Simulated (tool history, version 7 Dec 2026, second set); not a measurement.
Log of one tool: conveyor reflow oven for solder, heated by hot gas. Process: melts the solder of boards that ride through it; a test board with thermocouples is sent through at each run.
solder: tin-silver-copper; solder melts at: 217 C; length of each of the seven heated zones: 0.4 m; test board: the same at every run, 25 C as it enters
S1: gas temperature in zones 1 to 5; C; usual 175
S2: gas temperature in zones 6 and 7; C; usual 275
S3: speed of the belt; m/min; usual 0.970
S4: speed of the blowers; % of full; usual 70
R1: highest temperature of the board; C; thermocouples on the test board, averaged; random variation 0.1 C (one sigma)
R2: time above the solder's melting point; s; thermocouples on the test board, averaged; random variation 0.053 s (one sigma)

run   hour   S1   S2     S3  S4     R1     R2
  1    0.0  175  275  0.970  70  255.3  37.97
  2   17.5  175  269  0.970  70  250.2  35.56
  3   32.4  175  275  0.970  70  255.2  37.99
  4   53.6  175  275  0.970  70  255.0  38.00
  5   68.0  175  275  0.970  70  255.0  37.89
  6   78.8  175  275  0.970  70  254.9  37.74
  7   91.3  175  284  0.970  70  262.6  41.02
  8  112.6  175  284  0.970  70  262.4  41.01
     126.0  -- flux residue cleaned out of gas plates and filters
  9  139.6  175  275  0.970  70  256.6  38.71
 10  157.5  175  287  0.970  70  266.7  42.53
 11  172.1  175  287  0.970  70  266.7  42.56
 12  184.7  175  275  0.970  70  256.3  38.55
 13  202.1  160  275  0.970  70  253.2  34.01
 14  215.3  160  275  0.970  70  253.2  33.96
 15  236.4  175  275  1.154  70  249.1  28.65
 16  255.5  175  275  1.154  70  248.9  28.45
 17  274.0  183  287  1.011  65  264.5  41.72
 18  293.3  162  264  0.941  68  244.7  30.73
 19  314.8  162  273  0.941  78  254.9  36.67
 20  327.0  166  266  0.875  70  249.8  37.86
 21  342.8  164  272  0.970  70  250.9  33.61
 22  362.5  176  289  0.970  70  267.6  43.22
 23  375.5  176  289  0.970  70  267.6  43.18
 24  393.6  175  279  1.040  70  256.0  35.42
 25  412.8  179  286  1.039  62  260.0  37.78
     427.8  -- flux residue cleaned out of gas plates and filters
 26  439.1  179  286  1.039  62  261.1  38.37
 27  455.0  173  265  0.993  70  246.8  32.65
 28  476.7  175  283  0.839  70  268.6  50.39
 29  490.6  184  275  0.970  87  261.8  43.38
 30  512.7  170  290  1.111  62  258.7  32.93
 31  525.0  170  290  1.111  62  258.4  32.83
 32  536.8  170  290  1.111  62  258.7  32.85

Hidden state or all else? Some run-to-run changes of R1, split into what the settings, what came in and random variation would give without the hidden state, and what is left for the hidden state (with any gauge scatter that isn't in both results):
The hidden state here: heat that the gas passes to the board, % of a clean oven's; belt's true speed, % of the reading; true gas temperature in zones 6 and 7 over the reading, C; drift of the gauge itself on peak_c, C; drift of the gauge itself on liquid_s, %.
Run 8 -> 9: S2 284 -> 275, flux residue cleaned out of gas plates and filters. R1 -5.8 C: hidden state +1.5, all else -7.3.
Run 17 -> 18: S1 183 -> 162, S2 287 -> 264, S3 1.011 -> 0.941, S4 65 -> 68. R1 -19.8 C: hidden state +0.0, all else -19.8.
Run 20 -> 21: S1 166 -> 164, S2 266 -> 272, S3 0.875 -> 0.970. R1 +1.1 C: hidden state -0.3, all else +1.4.
Run 21 -> 22: S1 164 -> 176, S2 272 -> 289. R1 +16.7 C: hidden state -0.1, all else +16.8.
Run 25 -> 26: flux residue cleaned out of gas plates and filters. R1 +1.1 C: hidden state +1.3, all else -0.2.
Run 27 -> 28: S1 173 -> 175, S2 265 -> 283, S3 0.993 -> 0.839. R1 +21.8 C: hidden state +0.0, all else +21.8.
